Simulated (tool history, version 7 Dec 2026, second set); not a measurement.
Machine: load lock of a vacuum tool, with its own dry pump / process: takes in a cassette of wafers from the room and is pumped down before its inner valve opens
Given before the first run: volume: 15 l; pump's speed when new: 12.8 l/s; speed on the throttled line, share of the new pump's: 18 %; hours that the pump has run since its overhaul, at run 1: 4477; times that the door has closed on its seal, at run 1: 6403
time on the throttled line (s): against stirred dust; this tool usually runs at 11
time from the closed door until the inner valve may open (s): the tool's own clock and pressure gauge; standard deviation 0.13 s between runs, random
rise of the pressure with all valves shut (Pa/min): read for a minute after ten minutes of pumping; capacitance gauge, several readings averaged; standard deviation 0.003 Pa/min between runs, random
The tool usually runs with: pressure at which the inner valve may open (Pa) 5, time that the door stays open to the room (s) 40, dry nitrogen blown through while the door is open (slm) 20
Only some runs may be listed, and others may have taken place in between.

| run | hour | time on the throttled line (s) | pressure at which the inner valve may open (Pa) | time that the door stays open to the room (s) | dry nitrogen blown through while the door is open (slm) | hours that the pump has run since its overhaul | times that the door has closed on its seal | incoming humidity of the room's air, % | time from the closed door until the inner valve may open (s) | rise of the pressure with all valves shut (Pa/min) |
|---|---|---|---|---|---|---|---|---|---|---|
| 1 | 0 | 11 | 5 | 40 | 20 | 4477 | 6403 | 43.1 | 20.5 | 0.041 |
| 2 | 406.1 | 11 | 5 | 40 | 20 | 4883 | 7575 | 46.8 | 20.6 | 0.041 |
| 3 | 817.3 | 11 | 5 | 40 | 20 | 5294 | 8761 | 49 | 20.6 | 0.048 |
| 4 | 1201 | 11 | 5 | 40 | 20 | 5678 | 9868 | 42.9 | 20.8 | 0.037 |
| 5 | 1559.4 | 13 | 5 | 40 | 20 | 6036 | 10902 | 43.9 | 22.5 | 0.039 |
| 6 | 2053.5 | 11 | 5 | 31 | 20 | 6530 | 12327 | 44.6 | 20.8 | 0.033 |
| 7 | 2554.1 | 11 | 6 | 40 | 20 | 7031 | 13771 | 44.4 | 20.6 | 0.043 |
| 8 | 2893.5 | 11 | 6 | 40 | 20 | 7370 | 14750 | 43.7 | 20.4 | 0.044 |
| 9 | 3338.4 | 11 | 6 | 40 | 20 | 7815 | 16034 | 46.3 | 20.4 | 0.038 |
| 10 | 3584.5 | 11 | 6 | 40 | 20 | 8061 | 16744 | 43 | 20.5 | 0.042 |
| 11 | 3934.1 | 11 | 5 | 60 | 20 | 8411 | 17752 | 45.3 | 20.7 | 0.049 |
| 12 | 4349.1 | 11 | 5 | 60 | 20 | 8826 | 18949 | 47.3 | 20.8 | 0.046 |
| 13 | 4887.9 | 11 | 5 | 60 | 20 | 9364 | 20504 | 42.5 | 20.6 | 0.044 |
| 14 | 5143 | 11 | 5 | 60 | 20 | 9620 | 21240 | 45.6 | 20.9 | 0.045 |
| 15 | 5713.5 | 11 | 5 | 220 | 20 | 10190 | 22885 | 45.4 | 20.8 | 0.079 |
| 16 | 6198.8 | 11 | 5 | 220 | 20 | 10675 | 24285 | 45.8 | 20.7 | 0.086 |
| 17 | 6732.3 | 11 | 5 | 220 | 20 | 11209 | 25824 | 48.1 | 20.8 | 0.089 |
| 18 | 7306.1 | 11 | 5 | 40 | 20 | 11783 | 27479 | 43.3 | 21.1 | 0.039 |
| 19 | 7688.9 | 19 | 8 | 165 | 44 | 12165 | 28584 | 44.6 | 26.6 | 0.052 |
| 20 | 8198.5 | 7 | 5 | 40 | 20 | 12675 | 30054 | 44.2 | 17.4 | 0.041 |
| 21 | 8467.5 | 7 | 5 | 40 | 20 | 12944 | 30830 | 48.3 | 17.6 | 0.044 |
| 22 | 8842.5 | 11 | 5 | 53 | 20 | 13319 | 31912 | 49.6 | 21 | 0.05 |
| 23 | 9414.4 | 11 | 7 | 40 | 20 | 13891 | 33561 | 43.8 | 20.2 | 0.039 |
| 24 | 9975.4 | 13 | 5 | 175 | 20 | 14452 | 35179 | 45.5 | 22.4 | 0.077 |
| 25 | 10397.9 | 13 | 7 | 40 | 20 | 14874 | 36398 | 40.1 | 22.1 | 0.041 |
| 26 | 10900.3 | 13 | 7 | 40 | 20 | 15377 | 37848 | 43.3 | 22.1 | 0.037 |
| 27 | 11132.5 | 11 | 5 | 40 | 8 | 15609 | 38518 | 42.2 | 21 | 0.054 |
| 28 | 11400.6 | 11 | 7 | 179 | 20 | 15877 | 39291 | 46.5 | 20.2 | 0.075 |
| 29 | 11972.4 | 11 | 7 | 196 | 26 | 16449 | 40940 | 44.9 | 20.3 | 0.069 |
| 30 | 12376.3 | 7 | 5 | 202 | 17 | 16853 | 42105 | 44 | 17.4 | 0.08 |
| 31 | 12739.7 | 11 | 7 | 40 | 11 | 17216 | 43154 | 47.4 | 20.3 | 0.061 |
| 32 | 13112 | 21 | 5 | 40 | 26 | 17589 | 44228 | 46.7 | 28.8 | 0.035 |
| 33 | 13476.3 | 21 | 5 | 40 | 26 | 17953 | 45279 | 45 | 28.9 | 0.039 |
| 34 | 13735.5 | 16 | 8 | 106 | 6 | 18212 | 46026 | 48.5 | 24.3 | 0.103 |
| 35 | 14228.4 | 19 | 5 | 129 | 21 | 18705 | 47448 | 44.6 | 27.2 | 0.065 |
| 36 | 14531.3 | 11 | 7 | 40 | 4 | 19008 | 48322 | 44.8 | 20.4 | 0.068 |

3 ways to go on from here, each from the tool as it stands after run 36. What would each give?
|  | 15064.8 | dry pump taken out, an overhauled one fitted |
| A | 15064.8 | 18 | 7 | 40 | 4 | 0 | 49844 | 46.3 | ? | ? |
|  | 15064.8 | dry pump taken out, an overhauled one fitted |
| B | 15064.8 | 11 | 7 | 65 | 4 | 0 | 49844 | 47.9 | ? | ? |
|  | 15064.8 | dry pump taken out, an overhauled one fitted |
| C | 15064.8 | 11 | 6 | 40 | 44 | 0 | 49844 | 46.1 | ? | ? |

| run | time from the closed door until the inner valve may open (s) | rise of the pressure with all valves shut (Pa/min) |
|---|---|---|
| A | 26 | 0.072 |
| B | 20.3 | 0.087 |
| C | 20.4 | 0.024 |
Without the tool's hidden state the same runs would have given:
| run | time from the closed door until the inner valve may open (s) | rise of the pressure with all valves shut (Pa/min) |
|---|---|---|
| A | 26 | 0.071 |
| B | 20.3 | 0.086 |
| C | 20.4 | 0.023 |

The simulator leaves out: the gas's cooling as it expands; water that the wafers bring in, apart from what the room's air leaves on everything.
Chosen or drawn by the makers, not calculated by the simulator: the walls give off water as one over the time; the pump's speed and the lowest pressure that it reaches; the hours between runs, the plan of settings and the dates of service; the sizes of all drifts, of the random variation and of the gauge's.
